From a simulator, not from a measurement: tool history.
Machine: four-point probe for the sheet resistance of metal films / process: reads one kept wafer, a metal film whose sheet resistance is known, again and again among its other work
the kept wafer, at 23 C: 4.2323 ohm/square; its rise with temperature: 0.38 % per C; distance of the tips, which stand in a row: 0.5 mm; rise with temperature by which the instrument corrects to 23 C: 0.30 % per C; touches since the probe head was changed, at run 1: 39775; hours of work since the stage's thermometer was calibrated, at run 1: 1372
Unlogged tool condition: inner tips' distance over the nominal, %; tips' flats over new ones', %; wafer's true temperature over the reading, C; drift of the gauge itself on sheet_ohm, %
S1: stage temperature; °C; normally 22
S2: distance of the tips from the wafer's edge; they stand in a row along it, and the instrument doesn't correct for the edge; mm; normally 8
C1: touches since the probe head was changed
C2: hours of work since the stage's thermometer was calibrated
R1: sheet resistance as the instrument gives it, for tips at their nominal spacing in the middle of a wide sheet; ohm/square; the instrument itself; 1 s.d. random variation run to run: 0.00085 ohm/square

run    hour  S1  S2      C1    C2        R1
  1       0  22   8   39775  1372  4.236233
  2    42.5  22   8   42196  1402  4.235588
  3    66.7  22   8   43576  1419  4.237478
  4   105.9  23   8   45813  1447  4.238637
  5   143.7  23   8   47968  1474  4.242885
  6   186.4  23   8   50403  1504  4.241658
  7   217.4  22  35   52172  1526  4.229326
  8   252.7  22  35   54185  1552  4.229266
  9   295.7  22  10   56642  1582  4.235698
 10   333.9  22   8   58818  1609  4.239665
 11   356.6  22   8   60112  1625  4.239983
 12     391  22   8   62076  1650  4.239575
 13   440.3  22   8   64885  1685  4.239797
 14     467  22   8   66409  1704  4.241169
 15   489.3  35   8   67683  1720  4.286777
      494.1  -- stage's thermometer calibrated
 16   523.3  32   8   69594    21  4.268951
 17   569.1  32   8   72201    53  4.270387
 18   600.8  32   8   74009    76  4.270319
 19   646.7  32   8   76631   108  4.269507
 20   695.6  21  39   79417   143  4.225891
 21   729.9  31   9   81375   167  4.267958
 22   776.1  21   5   84009   200   4.24716
 23     829  26  12   87025   238  4.247019
 24   879.3  26  12   89894   274  4.246912
 25   916.2  22  12   91997   300  4.233338
 26   940.9  22  12   93407   317  4.233796
 27     966  22  12   94837   335  4.232236
 28  1005.8  28  12   97109   363  4.255968
 29  1029.3  19  20   98451   380  4.222045
 30  1074.8  19  20  101046   413  4.221857
 31  1112.2  23  21  103175   439  4.236885
 32    1162  23  19  106019   474  4.238153
 33    1215  21   4  109043   512  4.264465
 34  1247.9  21   4  110916   535  4.264456
 35  1289.3  24  68  113276   565   4.23927
 36  1319.8  24  68  115017   587  4.240151
 37  1351.6  26  51  116830   609  4.248283
 38    1392  26  39  119134   638  4.248966

4 options for the next run, each taken on its own from the tool as it stands now. Forecast them:
  A  1415.3  19   5  120461  654   ?
  B  1415.3  26   9  120461  654   ?
  C  1415.3  28   5  120461  654   ?
  D  1415.3  24  49  120461  654   ?

run        R1
  A  4.246766
  B  4.256965
  C  4.279693
  D  4.241593
With no hidden state in the tool, these same runs would have given:
run        R1
  A  4.240737
  B   4.25098
  C  4.273693
  D  4.235612
